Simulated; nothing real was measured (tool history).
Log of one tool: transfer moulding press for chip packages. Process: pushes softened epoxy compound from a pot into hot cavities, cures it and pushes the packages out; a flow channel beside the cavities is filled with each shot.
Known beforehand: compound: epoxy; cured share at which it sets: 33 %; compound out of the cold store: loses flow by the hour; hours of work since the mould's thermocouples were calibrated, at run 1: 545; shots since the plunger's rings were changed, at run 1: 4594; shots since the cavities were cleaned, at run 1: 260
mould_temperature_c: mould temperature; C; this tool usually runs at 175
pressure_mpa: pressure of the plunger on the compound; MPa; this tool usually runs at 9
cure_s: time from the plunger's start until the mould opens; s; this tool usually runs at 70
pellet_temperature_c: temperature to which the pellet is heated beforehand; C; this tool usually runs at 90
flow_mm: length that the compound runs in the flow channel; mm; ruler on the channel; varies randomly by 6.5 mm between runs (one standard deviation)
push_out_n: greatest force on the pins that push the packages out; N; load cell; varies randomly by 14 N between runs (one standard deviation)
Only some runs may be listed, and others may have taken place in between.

run   hour  mould_temperature_c  pressure_mpa  cure_s  pellet_temperature_c  hours of work since the mould's thermocouples were calibrated  shots since the plunger's rings were changed  shots since the cavities were cleaned  incoming compound's hours out of the cold store  flow_mm  push_out_n
  1      0                  175             9      70                    90                                                            545                                          4594                                    260                                             27.5      692         826
      23.9  -- cavities cleaned with cleaning compound and waxed
  2   37.7                  175             9      70                    90                                                            573                                          5233                                    244                                             31.1      678         840
        62  -- cavities cleaned with cleaning compound and waxed
  3   71.2                  175             9      70                    90                                                            598                                          5798                                    162                                             33.7      663         825
     100.8  -- cavities cleaned with cleaning compound and waxed
  4  101.9                  171             9      70                    90                                                            621                                          6313                                     20                                             35.3      667         918
     135.4  -- plunger's sealing rings changed
  5  138.2                  171             9      70                    90                                                            647                                            49                                    615                                             35.5      746        1287
     141.8  -- cavities cleaned with cleaning compound and waxed
     182.2  -- cavities cleaned with cleaning compound and waxed
  6  183.5                  179             9      70                    90                                                            680                                           797                                     24                                             27.3      725         517
     220.2  -- cavities cleaned with cleaning compound and waxed
  7  223.2                  179             9      70                    90                                                            709                                          1470                                     53                                             24.2      723         538
  8  255.5                  175             9      70                    90                                                            734                                          2040                                    623                                              8.6      759        1020
     260.1  -- cavities cleaned with cleaning compound and waxed
  9  281.3                  175             9      70                    90                                                            753                                          2468                                    373                                             33.2      709         866
     300.7  -- cavities cleaned with cleaning compound and waxed
 10  321.5                  175         10.79      70                    90                                                            783                                          3152                                    368                                               19      800         886
     340.3  -- cavities cleaned with cleaning compound and waxed
 11  348.7                  175         10.79      70                    90                                                            803                                          3605                                    147                                             13.5      801         813
     378.8  -- cavities cleaned with cleaning compound and waxed
 12  378.8                  175         10.79      70                    90                                                            826                                          4110                                      0                                             17.2      780         691
 13  398.9                  175         10.79      70                    90                                                            841                                          4464                                    354                                             26.1      769         854
     417.9  -- cavities cleaned with cleaning compound and waxed
 14  441.6                  182         10.31      55                    90                                                            873                                          5192                                    418                                               25      713        1035
     449.3  -- mould's thermocouples calibrated
     458.5  -- cavities cleaned with cleaning compound and waxed
 15  481.9                  175             9     103                    82                                                             24                                          5840                                    412                                             23.3      685         525
     498.4  -- cavities cleaned with cleaning compound and waxed
 16  516.6                  167             9     103                    82                                                             50                                          6427                                    322                                             45.9      658         641

Forecast run 17:
     537.8  -- cavities cleaned with cleaning compound and waxed
     547.7  -- plunger's sealing rings changed
 17   552                  167             9     103                    82                                                             74                                            76                                    207                                               17        ?           ?

Run 17 gave flow_mm 806 mm, push_out_n 617 N.
If the tool had no hidden condition, the same run with the same run-to-run variation would have returned flow_mm 817 mm, push_out_n 555 N.
